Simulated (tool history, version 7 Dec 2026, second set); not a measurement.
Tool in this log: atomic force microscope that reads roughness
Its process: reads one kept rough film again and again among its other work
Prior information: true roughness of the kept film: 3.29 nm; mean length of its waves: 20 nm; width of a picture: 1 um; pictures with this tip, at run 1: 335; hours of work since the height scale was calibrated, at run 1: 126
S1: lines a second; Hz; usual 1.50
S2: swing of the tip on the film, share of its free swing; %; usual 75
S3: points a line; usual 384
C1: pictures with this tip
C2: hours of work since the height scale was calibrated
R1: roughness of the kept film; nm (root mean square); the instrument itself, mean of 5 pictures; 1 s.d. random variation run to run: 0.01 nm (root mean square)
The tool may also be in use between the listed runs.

run	hour	S1	S2	S3	C1	C2	R1
1	0.0	1.50	75	384	335	126	1.236
2	12.0	1.50	75	384	345	131	1.219
# hour 27.6: new tip fitted
3	28.5	1.50	75	384	1	138	2.276
4	38.3	1.50	75	297	9	142	2.206
5	49.8	1.50	75	297	18	146	2.172
6	69.2	1.50	75	297	34	154	2.078
7	92.2	1.50	75	297	53	164	1.997
# hour 95.4: height scale calibrated on a step standard
8	110.0	1.04	75	384	66	6	1.994
9	131.7	1.50	78	518	84	15	1.902
10	145.1	1.50	78	518	95	20	1.830
11	166.1	1.50	78	518	112	29	1.771
# hour 174.5: height scale calibrated on a step standard, once more
12	190.3	1.50	78	518	131	7	1.711
13	205.3	1.50	70	970	143	13	1.703
14	226.3	1.50	70	970	160	21	1.648

Each row is a separate what-if for the run after 14, all from the same tool condition, not one after another. Results?
A	240.2	1.13	89	267	171	27	?
B	240.2	1.50	75	612	171	27	?
C	240.2	1.50	86	300	171	27	?

run	R1
A	1.525
B	1.592
C	1.507
Without the tool's unlogged condition, the same runs would have read:
run	R1
A	2.241
B	2.341
C	2.214
